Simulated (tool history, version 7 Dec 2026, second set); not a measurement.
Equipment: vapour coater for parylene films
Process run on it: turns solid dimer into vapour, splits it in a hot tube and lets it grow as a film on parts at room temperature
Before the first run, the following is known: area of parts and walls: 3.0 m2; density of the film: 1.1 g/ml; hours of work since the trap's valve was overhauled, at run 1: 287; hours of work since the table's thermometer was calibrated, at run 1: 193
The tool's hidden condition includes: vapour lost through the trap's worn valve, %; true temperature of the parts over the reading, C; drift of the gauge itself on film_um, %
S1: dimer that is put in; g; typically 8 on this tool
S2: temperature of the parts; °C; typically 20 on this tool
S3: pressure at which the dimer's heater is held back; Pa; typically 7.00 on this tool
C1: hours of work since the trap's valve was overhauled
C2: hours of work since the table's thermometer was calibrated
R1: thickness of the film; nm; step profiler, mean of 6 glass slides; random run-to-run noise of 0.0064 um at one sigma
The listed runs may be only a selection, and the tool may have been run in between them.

run    hour  S1  S2    S3   C1   C2    R1
  1     0.0   8  20  7.00  287  193  1591
  2    37.8   8  20  7.00  311  218  1594
  3    61.1   8  20  4.83  326  233  1725
  4    96.6   8  20  4.83  350  256  1725
      104.8  -- trap's valve overhauled
  5   129.5   8  20  4.83   16  275  1716
  6   161.0   8  20  4.83   37  295  1719
  7   200.7   8  20  4.83   62  321  1720
  8   221.9   8  20  5.17   76  335  1700
  9   245.9   8  20  5.17   92  350  1707
 10   265.3   8  20  5.17  104  363  1688
 11   310.6   8  20  5.17  134  393  1697
 12   340.9   8  20  5.17  154  412  1696
 13   365.0   8  20  5.20  169  428  1688
 14   396.9   8  20  5.20  190  449  1694
 15   430.1   8  20  5.20  212  470  1692
 16   452.2   8  20  5.20  226  485  1696
 17   474.6   8  20  5.20  241  499  1684
 18   509.5   8  20  5.20  263  522  1692
 19   537.7   8  20  5.20  282  540  1696
 20   570.2   4  21  2.57  303  562   944
 21   590.9  11  14  7.00  316  575  2773
 22   632.7   5  16  2.96  344  602  1383
      649.3  -- trap's valve overhauled
 23   675.3   5  21  6.00   17  627   993
 24   710.9   5  21  6.00   40  651   999
 25   734.9   9  17  8.25   56  666  1947
 26   763.1   6  14  8.25   74  685  1465
 27   798.1  12  21  8.25   97  707  2217
 28   826.8  12  21  8.25  116  726  2222
 29   856.5  12  17  8.25  135  745  2595
 30   901.6   4  27  2.85  164  775   738
 31   937.4  14  31  7.14  188  798  1807
 32   971.7  14  31  7.14  210  820  1817
 33  1000.3   8  22  7.00  228  839  1475
 34  1027.7   8  22  7.00  246  857  1464
 35  1049.6   8  14  7.00  261  871  2017
 36  1089.4   8  18  5.26  287  897  1824
 37  1127.5   8  20  4.48  311  922  1740

Each row is a separate what-if for the run after 37, all from the same tool condition, not one after another. Results?
  A  1147.9   8  20  2.74  325  935   ?
  B  1147.9   5  29  3.90  325  935   ?
  C  1147.9   4  26  5.59  325  935   ?
  D  1147.9   5  20  6.71  325  935   ?
  E  1147.9   8  14  4.82  325  935   ?

run    R1
  A  1916
  B   793
  C   667
  D  1011
  E  2172
Without the tool's hidden state the same runs would have given:
run    R1
  A  1920
  B   795
  C   668
  D  1013
  E  2176
